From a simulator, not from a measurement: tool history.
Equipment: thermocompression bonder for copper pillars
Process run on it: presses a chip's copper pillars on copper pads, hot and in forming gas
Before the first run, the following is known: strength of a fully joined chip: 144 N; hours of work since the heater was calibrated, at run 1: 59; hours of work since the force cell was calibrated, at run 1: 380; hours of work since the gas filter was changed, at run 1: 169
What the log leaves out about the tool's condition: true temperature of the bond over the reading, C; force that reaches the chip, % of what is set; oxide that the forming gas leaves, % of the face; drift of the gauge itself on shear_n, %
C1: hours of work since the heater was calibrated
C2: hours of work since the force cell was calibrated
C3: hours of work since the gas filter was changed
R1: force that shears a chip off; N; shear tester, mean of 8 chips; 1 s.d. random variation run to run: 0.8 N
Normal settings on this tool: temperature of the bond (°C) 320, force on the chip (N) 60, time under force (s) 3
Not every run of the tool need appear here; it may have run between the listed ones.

Run 1, hour 0.0: usual settings; C1 59; C2 380; C3 169. Result: R1 85.3 N.
Run 2, hour 10.9: usual settings; C1 67; C2 387; C3 177. Result: R1 83.8 N.
Run 3, hour 20.8: usual settings; C1 73; C2 394; C3 183. Result: R1 85.3 N.
Run 4, hour 28.6: usual settings; C1 79; C2 399; C3 189. Result: R1 84.1 N.
Run 5, hour 37.1: usual settings but time under force (s) 4; C1 84; C2 405; C3 194. Result: R1 91.5 N.
Run 6, hour 47.6: usual settings; C1 91; C2 412; C3 202. Result: R1 82.0 N.
Run 7, hour 63.1: usual settings; C1 102; C2 422; C3 212. Result: R1 84.8 N.
Run 8, hour 79.7: usual settings but force on the chip (N) 44; C1 113; C2 434; C3 223. Result: R1 71.0 N.
Run 9, hour 94.1: usual settings but force on the chip (N) 44; C1 123; C2 443; C3 233. Result: R1 70.1 N.
Run 10, hour 105.0: usual settings but time under force (s) 2; C1 130; C2 451; C3 240. Result: R1 73.3 N.
Run 11, hour 117.2: usual settings but time under force (s) 2; C1 139; C2 459; C3 249. Result: R1 72.3 N.
Run 12, hour 133.4: usual settings but temperature of the bond (°C) 327; C1 150; C2 470; C3 260. Result: R1 83.8 N.
Run 13, hour 146.8: usual settings but temperature of the bond (°C) 327; C1 159; C2 479; C3 269. Result: R1 86.0 N.
Run 14, hour 158.7: usual settings but temperature of the bond (°C) 316; C1 167; C2 487; C3 277. Result: R1 79.8 N.
Run 15, hour 174.8: usual settings but force on the chip (N) 61; C1 178; C2 498; C3 288. Result: R1 81.7 N.
At hour 177.3: forming gas filter changed.
Run 16, hour 183.8: usual settings but temperature of the bond (°C) 338, force on the chip (N) 63; C1 183; C2 504; C3 4. Result: R1 98.3 N.
Run 17, hour 199.7: usual settings but temperature of the bond (°C) 332, force on the chip (N) 70; C1 194; C2 515; C3 15. Result: R1 98.9 N.
Run 18, hour 216.5: usual settings but temperature of the bond (°C) 332, force on the chip (N) 70; C1 206; C2 526; C3 27. Result: R1 99.2 N.
Run 19, hour 226.2: usual settings but force on the chip (N) 45, time under force (s) 2; C1 212; C2 533; C3 33. Result: R1 64.5 N.
Run 20, hour 234.1: usual settings but temperature of the bond (°C) 326, force on the chip (N) 87, time under force (s) 2; C1 217; C2 538; C3 39. Result: R1 92.2 N.
Run 21, hour 244.4: usual settings but temperature of the bond (°C) 326, force on the chip (N) 40, time under force (s) 2; C1 224; C2 545; C3 46. Result: R1 62.2 N.
Run 22, hour 258.2: usual settings but temperature of the bond (°C) 326, force on the chip (N) 40; C1 234; C2 554; C3 55. Result: R1 71.1 N.
Run 23, hour 267.3: usual settings but temperature of the bond (°C) 341, force on the chip (N) 41, time under force (s) 4; C1 240; C2 560; C3 61. Result: R1 89.6 N.
Run 24, hour 282.7: usual settings but temperature of the bond (°C) 329, force on the chip (N) 82, time under force (s) 9; C1 250; C2 571; C3 71. Result: R1 125.4 N.
Run 25, hour 293.1: usual settings but temperature of the bond (°C) 314, force on the chip (N) 57, time under force (s) 9; C1 257; C2 578; C3 79. Result: R1 105.7 N.
Run 26, hour 301.5: usual settings but temperature of the bond (°C) 314, force on the chip (N) 57, time under force (s) 9; C1 263; C2 584; C3 84. Result: R1 106.5 N.
Run 27, hour 310.8: usual settings but temperature of the bond (°C) 318, force on the chip (N) 52; C1 269; C2 590; C3 91. Result: R1 77.5 N.
Run 28, hour 324.1: usual settings but temperature of the bond (°C) 349, force on the chip (N) 54; C1 278; C2 599; C3 100. Result: R1 95.6 N.

Each row is a separate what-if for the run after 28, all from the same tool condition, not one after another. Results?
Run A, hour 340.2: usual settings but force on the chip (N) 54; C1 289; C2 610; C3 110. Result: R1 ?.
Run B, hour 340.2: usual settings but temperature of the bond (°C) 333, time under force (s) 9; C1 289; C2 610; C3 110. Result: R1 ?.
Run C, hour 340.2: usual settings but temperature of the bond (°C) 304, force on the chip (N) 77; C1 289; C2 610; C3 110. Result: R1 ?.
Run D, hour 340.2: usual settings but temperature of the bond (°C) 306, force on the chip (N) 54; C1 289; C2 610; C3 110. Result: R1 ?.
Run E, hour 340.2: usual settings but temperature of the bond (°C) 314, force on the chip (N) 44, time under force (s) 7; C1 289; C2 610; C3 110. Result: R1 ?.

run     R1
  A   78.9
  B  116.6
  C   82.7
  D   71.7
  E   89.6
With the hidden condition removed and each run's random variation left untouched, the same runs would have given:
run     R1
  A   83.9
  B  121.7
  C   87.9
  D   76.5
  E   94.9
